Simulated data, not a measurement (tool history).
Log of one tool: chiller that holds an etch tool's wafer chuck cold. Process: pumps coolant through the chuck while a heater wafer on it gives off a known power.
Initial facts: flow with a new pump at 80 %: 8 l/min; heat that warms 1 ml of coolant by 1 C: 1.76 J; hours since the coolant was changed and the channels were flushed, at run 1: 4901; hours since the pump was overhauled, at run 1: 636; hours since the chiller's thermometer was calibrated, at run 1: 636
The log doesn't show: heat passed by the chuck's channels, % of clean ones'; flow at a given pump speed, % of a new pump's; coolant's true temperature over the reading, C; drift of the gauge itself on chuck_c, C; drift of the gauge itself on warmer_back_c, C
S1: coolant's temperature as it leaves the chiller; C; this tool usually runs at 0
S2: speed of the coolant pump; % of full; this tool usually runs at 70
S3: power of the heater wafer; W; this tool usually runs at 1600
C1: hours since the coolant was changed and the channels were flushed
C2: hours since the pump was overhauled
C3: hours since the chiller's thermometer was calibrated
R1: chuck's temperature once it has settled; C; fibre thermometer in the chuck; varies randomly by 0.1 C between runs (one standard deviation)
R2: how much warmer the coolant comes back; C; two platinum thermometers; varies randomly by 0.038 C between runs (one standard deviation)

run,day,S1,S2,S3,C1,C2,C3,R1,R2
1,0,0,70,1600,4901,636,636,15.7,7.7
2,2.229,0,70,1600,4955,689,689,15.7,7.76
3,4.371,0,70,1600,5006,741,741,15.5,7.78
4,6.833,0,70,1600,5065,800,800,15.6,7.78
5,8.375,0,70,1600,5102,837,837,15.4,7.76
6,9.679,4,70,1600,5133,868,868,19.5,7.73
7,11.021,0,70,1207,5166,900,900,11.5,5.81
8,12.279,0,70,1207,5196,930,930,11.6,5.86
9,13.588,0,70,1207,5227,962,962,11.6,5.86
10,15.762,1,99,1298,5280,1014,1014,11,4.47
11,17.833,0,87,1357,5329,1064,1064,11.3,5.33
12,19.704,0,87,1357,5374,1109,1109,11.4,5.32
# day 20.562: coolant changed, channels flushed
13,22.712,-8,81,1090,52,1175,1175,1.5,4.63
14,25.412,0,76,1600,116,1240,1240,14.6,7.2
15,27.25,9,76,1600,160,1284,1284,23.6,7.17
16,29.279,9,76,1600,209,1332,1332,23.6,7.15

What if the next run were any one of these 3? Each begins from the tool's condition after run 16:
A,31.683,0,60,1937,267,1390,1390,?,?
B,31.683,9,72,2101,267,1390,1390,?,?
C,31.683,5,70,1600,267,1390,1390,?,?

run,R1,R2
A,21,10.96
B,29.2,9.98
C,20.3,7.74
With the hidden condition removed and each run's random variation left untouched, the same runs would have given:
run,R1,R2
A,21,10.96
B,29.2,9.97
C,20.3,7.74

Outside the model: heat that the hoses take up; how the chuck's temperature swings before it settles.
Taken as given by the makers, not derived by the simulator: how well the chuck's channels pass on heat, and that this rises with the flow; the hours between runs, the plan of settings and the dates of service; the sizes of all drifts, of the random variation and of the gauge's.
